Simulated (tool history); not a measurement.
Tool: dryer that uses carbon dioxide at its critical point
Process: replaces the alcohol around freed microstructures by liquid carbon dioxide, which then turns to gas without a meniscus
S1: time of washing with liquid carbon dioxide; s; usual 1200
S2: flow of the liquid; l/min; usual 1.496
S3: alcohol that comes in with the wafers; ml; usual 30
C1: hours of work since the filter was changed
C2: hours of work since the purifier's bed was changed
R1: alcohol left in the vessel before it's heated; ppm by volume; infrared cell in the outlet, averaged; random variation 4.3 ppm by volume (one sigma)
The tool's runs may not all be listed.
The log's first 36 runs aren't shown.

run   hour    S1     S2  S3   C1   C2  R1
 37  300.1  1200  1.930  71  447  319  51
     301.8  -- inlet filter changed
 38  309.2  1680  2.280  44    6  326  24
 39  321.1  1260  1.560  21   15  335  29
 40  331.9  1380  1.930  25   24  344  28
 41  338.9  1380  1.930  25   29  349  22
 42  347.3  1440  1.496  30   36  356  34
 43  353.5  1500  1.496  69   41  360  35
 44  363.3  1500  1.496  51   48  368  30
 45  368.2  1500  1.496  51   52  372  38
 46  380.2  1500  1.496  51   61  381  38
 47  391.2  1500  1.440  64   70  390  29

4 ways to go on from here, each from the tool as it stands after run 47. What would each give?
  A  401.1  1500  0.940  29  78  398   ?
  B  401.1  1200  2.430  36  78  398   ?
  C  401.1  1800  1.496  22  78  398   ?
  D  401.1   960  1.030  73  78  398   ?

run   R1
  A   98
  B   28
  C   31
  D  707
Without the tool's hidden state the same runs would have given:
run   R1
  A   65
  B    4
  C    7
  D  617

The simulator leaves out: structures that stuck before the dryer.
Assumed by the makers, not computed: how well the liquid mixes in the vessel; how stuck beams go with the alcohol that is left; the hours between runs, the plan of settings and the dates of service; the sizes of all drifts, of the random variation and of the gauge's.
